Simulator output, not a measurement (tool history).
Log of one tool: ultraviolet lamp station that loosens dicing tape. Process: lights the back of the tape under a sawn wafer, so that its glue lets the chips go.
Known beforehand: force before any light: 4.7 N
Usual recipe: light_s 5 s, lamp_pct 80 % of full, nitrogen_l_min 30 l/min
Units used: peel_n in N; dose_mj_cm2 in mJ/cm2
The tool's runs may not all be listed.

{"run": 1, "hour": 0.0, "light_s": 5, "lamp_pct": 80, "nitrogen_l_min": 30, "peel_n": 0.243, "dose_mj_cm2": 216}
{"run": 2, "hour": 18.6, "light_s": 5, "lamp_pct": 80, "nitrogen_l_min": 30, "peel_n": 0.25, "dose_mj_cm2": 218}
{"run": 3, "hour": 31.9, "light_s": 5, "lamp_pct": 80, "nitrogen_l_min": 30, "peel_n": 0.251, "dose_mj_cm2": 213}
{"run": 4, "hour": 44.7, "light_s": 5, "lamp_pct": 80, "nitrogen_l_min": 28, "peel_n": 0.277, "dose_mj_cm2": 214}
{"run": 5, "hour": 58.9, "light_s": 5, "lamp_pct": 80, "nitrogen_l_min": 28, "peel_n": 0.272, "dose_mj_cm2": 216}
{"run": 6, "hour": 71.9, "light_s": 5, "lamp_pct": 80, "nitrogen_l_min": 28, "peel_n": 0.271, "dose_mj_cm2": 208}
{"run": 7, "hour": 95.6, "light_s": 5, "lamp_pct": 80, "nitrogen_l_min": 28, "peel_n": 0.271, "dose_mj_cm2": 211}
{"run": 8, "hour": 116.9, "light_s": 5, "lamp_pct": 80, "nitrogen_l_min": 29, "peel_n": 0.273, "dose_mj_cm2": 212}
{"run": 9, "hour": 137.8, "light_s": 5, "lamp_pct": 80, "nitrogen_l_min": 29, "peel_n": 0.281, "dose_mj_cm2": 209}
{"run": 10, "hour": 157.5, "light_s": 5, "lamp_pct": 80, "nitrogen_l_min": 29, "peel_n": 0.281, "dose_mj_cm2": 210}
{"run": 11, "hour": 181.7, "light_s": 5, "lamp_pct": 80, "nitrogen_l_min": 29, "peel_n": 0.281, "dose_mj_cm2": 206}
{"run": 12, "hour": 198.0, "light_s": 5, "lamp_pct": 79, "nitrogen_l_min": 29, "peel_n": 0.313, "dose_mj_cm2": 201}
{"run": 13, "hour": 214.3, "light_s": 9, "lamp_pct": 78, "nitrogen_l_min": 36, "peel_n": 0.092, "dose_mj_cm2": 353}
{"run": 14, "hour": 235.0, "light_s": 3, "lamp_pct": 77, "nitrogen_l_min": 17, "peel_n": 1.115, "dose_mj_cm2": 115}
{"run": 15, "hour": 249.9, "light_s": 4, "lamp_pct": 79, "nitrogen_l_min": 11, "peel_n": 0.867, "dose_mj_cm2": 155}
{"hour": 251.5, "done": "window cleaned of glue's vapour"}
{"run": 16, "hour": 268.7, "light_s": 7, "lamp_pct": 93, "nitrogen_l_min": 20, "peel_n": 0.147, "dose_mj_cm2": 311}
{"run": 17, "hour": 286.4, "light_s": 7, "lamp_pct": 67, "nitrogen_l_min": 9, "peel_n": 0.509, "dose_mj_cm2": 227}
{"run": 18, "hour": 309.8, "light_s": 2, "lamp_pct": 80, "nitrogen_l_min": 15, "peel_n": 1.862, "dose_mj_cm2": 74}
{"run": 19, "hour": 329.0, "light_s": 3, "lamp_pct": 80, "nitrogen_l_min": 30, "peel_n": 0.897, "dose_mj_cm2": 116}
{"run": 20, "hour": 342.3, "light_s": 3, "lamp_pct": 80, "nitrogen_l_min": 30, "peel_n": 0.863, "dose_mj_cm2": 113}
{"run": 21, "hour": 357.1, "light_s": 10, "lamp_pct": 80, "nitrogen_l_min": 13, "peel_n": 0.135, "dose_mj_cm2": 373}
{"hour": 367.4, "done": "window cleaned of glue's vapour, once more"}
{"run": 22, "hour": 380.7, "light_s": 10, "lamp_pct": 80, "nitrogen_l_min": 13, "peel_n": 0.125, "dose_mj_cm2": 393}
{"run": 23, "hour": 395.6, "light_s": 10, "lamp_pct": 80, "nitrogen_l_min": 13, "peel_n": 0.129, "dose_mj_cm2": 390}

Forecast each of these 4 alternatives for the next run:
{"run": "A", "hour": 417.8, "light_s": 5, "lamp_pct": 80, "nitrogen_l_min": 9, "peel_n": "?", "dose_mj_cm2": "?"}
{"run": "B", "hour": 417.8, "light_s": 5, "lamp_pct": 87, "nitrogen_l_min": 20, "peel_n": "?", "dose_mj_cm2": "?"}
{"run": "C", "hour": 417.8, "light_s": 5, "lamp_pct": 80, "nitrogen_l_min": 10, "peel_n": "?", "dose_mj_cm2": "?"}
{"run": "D", "hour": 417.8, "light_s": 9, "lamp_pct": 80, "nitrogen_l_min": 13, "peel_n": "?", "dose_mj_cm2": "?"}

run=A peel_n=0.690 dose_mj_cm2=198
run=B peel_n=0.336 dose_mj_cm2=212
run=C peel_n=0.609 dose_mj_cm2=196
run=D peel_n=0.153 dose_mj_cm2=351
What these runs would have given with no unlogged condition in the tool:
run=A peel_n=0.460 dose_mj_cm2=243
run=B peel_n=0.213 dose_mj_cm2=261
run=C peel_n=0.401 dose_mj_cm2=241
run=D peel_n=0.109 dose_mj_cm2=432
